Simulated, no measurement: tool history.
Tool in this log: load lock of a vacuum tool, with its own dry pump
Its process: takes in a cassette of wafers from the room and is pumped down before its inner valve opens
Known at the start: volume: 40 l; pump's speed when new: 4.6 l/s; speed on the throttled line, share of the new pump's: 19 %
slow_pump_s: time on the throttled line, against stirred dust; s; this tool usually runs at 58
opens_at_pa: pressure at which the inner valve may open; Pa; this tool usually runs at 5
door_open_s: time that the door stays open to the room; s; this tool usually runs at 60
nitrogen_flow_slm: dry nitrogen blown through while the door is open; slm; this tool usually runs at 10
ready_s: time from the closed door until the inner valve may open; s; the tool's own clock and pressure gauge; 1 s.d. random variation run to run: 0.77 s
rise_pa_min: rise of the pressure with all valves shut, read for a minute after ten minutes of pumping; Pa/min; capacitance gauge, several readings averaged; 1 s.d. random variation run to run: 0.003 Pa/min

run,hour,slow_pump_s,opens_at_pa,door_open_s,nitrogen_flow_slm,"incoming humidity of the room's air, %",ready_s,rise_pa_min
1,0.0,58,5,60,10,40.0,137.3,0.050
2,235.7,58,5,60,10,47.9,137.1,0.060
3,458.7,58,5,60,10,49.2,136.6,0.061
4,670.0,58,5,60,10,42.4,137.5,0.050
5,817.4,58,5,60,10,43.3,137.2,0.048
6,972.2,58,5,60,10,46.9,136.5,0.061
7,1209.4,58,5,60,10,47.3,137.3,0.059
8,1373.4,58,5,60,10,44.9,136.6,0.048
9,1600.9,58,5,28,10,40.1,138.9,0.037
10,1767.0,58,5,60,15,44.8,138.1,0.051
11,1906.5,58,5,60,10,43.3,138.5,0.061
12,2072.5,58,5,60,10,44.1,137.8,0.055
13,2295.5,58,5,60,10,44.2,136.8,0.059
14,2416.9,58,6,60,10,47.0,136.7,0.057
15,2640.8,85,5,60,10,41.6,158.3,0.055
16,2795.6,58,6,60,10,45.5,135.3,0.063
17,3035.6,58,5,60,6,46.1,139.2,0.065
18,3155.2,55,6,140,19,43.5,132.0,0.061
19,3318.7,71,4,100,5,44.4,151.2,0.078
20,3468.3,71,4,100,13,45.8,151.7,0.064
21,3676.5,71,4,100,13,44.9,151.2,0.069
22,3920.5,38,8,34,15,47.7,119.9,0.051
23,4159.0,38,8,34,15,43.8,119.1,0.050
24,4402.5,49,6,34,20,43.7,130.2,0.046
25,4616.5,40,5,31,19,50.1,124.7,0.049
26,4814.1,40,5,31,19,44.3,124.5,0.045
27,5002.5,40,5,31,19,48.1,125.0,0.047
28,5215.6,40,5,153,9,44.0,126.8,0.090
29,5437.9,40,5,153,9,44.7,125.2,0.088
30,5669.3,50,8,38,9,43.8,129.8,0.059
31,5912.4,50,8,38,26,48.7,129.1,0.048
32,6163.7,50,8,172,16,44.9,129.6,0.080
33,6392.3,50,8,172,16,49.9,128.8,0.092

Consider 3 possible next runs. They are alternatives, not a sequence: every one starts from the tool as it was left by run 33. What does each give?
A,6515.5,42,6,172,17,42.9,?,?
B,6515.5,104,5,60,10,43.0,?,?
C,6515.5,46,4,60,10,44.8,?,?

run,ready_s,rise_pa_min
A,125.0,0.081
B,177.4,0.062
C,134.0,0.067
Without the tool's unlogged condition, the same runs would have read:
run,ready_s,rise_pa_min
A,118.7,0.058
B,171.9,0.040
C,127.3,0.045
